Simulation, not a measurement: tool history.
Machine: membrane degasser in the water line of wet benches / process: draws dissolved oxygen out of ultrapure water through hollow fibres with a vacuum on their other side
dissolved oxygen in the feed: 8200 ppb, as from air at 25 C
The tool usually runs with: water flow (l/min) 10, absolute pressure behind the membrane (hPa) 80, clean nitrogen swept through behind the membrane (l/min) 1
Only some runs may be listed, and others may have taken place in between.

| run | hour | water flow (l/min) | absolute pressure behind the membrane (hPa) | clean nitrogen swept through behind the membrane (l/min) | dissolved oxygen in the water behind the degasser (ppb) | pressure that the water loses in the fibres (hPa) |
|---|---|---|---|---|---|---|
| 1 | 0 | 10 | 80 | 1 | 206.6 | 444.8 |
| 2 | 27.2 | 8 | 80 | 1 | 149 | 357.9 |
| 3 | 56.2 | 8 | 80 | 1 | 152 | 357 |
| 4 | 77.2 | 10 | 80 | 1 | 210.1 | 445.6 |
| 5 | 118.7 | 10 | 80 | 1 | 207.2 | 450.2 |
| 6 | 146.8 | 10 | 80 | 1 | 211.7 | 444.8 |
| 7 | 193.5 | 10 | 80 | 1 | 211 | 450.5 |
| 8 | 225.2 | 10 | 80 | 1 | 208.2 | 445.4 |
| 9 | 265.1 | 10 | 80 | 1 | 208.7 | 449.1 |
| 10 | 299.2 | 10 | 80 | 1 | 207 | 448.9 |
| 11 | 330.5 | 10 | 80 | 1 | 206.2 | 451.8 |
| 12 | 354.2 | 10 | 80 | 1 | 208.2 | 450.8 |
| 13 | 395.1 | 10 | 80 | 1 | 206.2 | 449 |
| 14 | 441.2 | 10 | 80 | 1 | 210.7 | 450.2 |
| 15 | 482.8 | 10 | 80 | 1 | 209.7 | 452.1 |
| 16 | 520.9 | 10 | 80 | 1 | 206 | 454.4 |
| 17 | 567.3 | 10 | 80 | 1 | 208.2 | 454.6 |
| 18 | 596.7 | 14 | 80 | 1 | 343.6 | 638.2 |
| 19 | 626.4 | 13 | 80 | 1 | 303.7 | 588.9 |
| 20 | 671.4 | 10 | 56.2 | 0.91 | 158.3 | 455.2 |
| 21 | 709.2 | 10 | 56.2 | 0.91 | 158.6 | 461.1 |
| 22 | 738.9 | 8 | 166.9 | 0.47 | 552.2 | 365.9 |
|  | 764.4 | gauge calibrated |
| 23 | 773.5 | 8 | 166.7 | 0.66 | 420.3 | 359 |
| 24 | 795.8 | 6 | 95.2 | 0.5 | 198.5 | 267.5 |
| 25 | 832.9 | 6 | 95.2 | 0.5 | 204.4 | 266.6 |
| 26 | 858.4 | 9 | 96.3 | 0.79 | 248.8 | 402.1 |
| 27 | 882.6 | 9 | 96.3 | 0.79 | 240.7 | 405.4 |
| 28 | 928.2 | 14 | 52 | 2.69 | 218.7 | 627.5 |
| 29 | 969.1 | 6 | 80 | 1 | 95.1 | 270.6 |
| 30 | 1001.5 | 16 | 80 | 0.72 | 458.2 | 718.6 |
| 31 | 1039.8 | 16 | 80 | 0.72 | 465.1 | 720.3 |
| 32 | 1069.2 | 10 | 197 | 0.72 | 590.2 | 447.5 |
| 33 | 1110.6 | 10 | 133.9 | 1.51 | 254.6 | 454 |

3 ways to go on from here, each from the tool as it stands after run 33. What would each give?
| A | 1139.9 | 9 | 80 | 1 | ? | ? |
| B | 1139.9 | 13 | 57.8 | 1.32 | ? | ? |
| C | 1139.9 | 8 | 111.6 | 1.96 | ? | ? |

| run | dissolved oxygen in the water behind the degasser (ppb) | pressure that the water loses in the fibres (hPa) |
|---|---|---|
| A | 179.3 | 405 |
| B | 230.1 | 584.6 |
| C | 138.7 | 355.2 |
Stripped of hidden state, with their random variation kept, the same runs would have yielded:
| run | dissolved oxygen in the water behind the degasser (ppb) | pressure that the water loses in the fibres (hPa) |
|---|---|---|
| A | 179.2 | 400.1 |
| B | 230 | 577.4 |
| C | 138.7 | 350.8 |
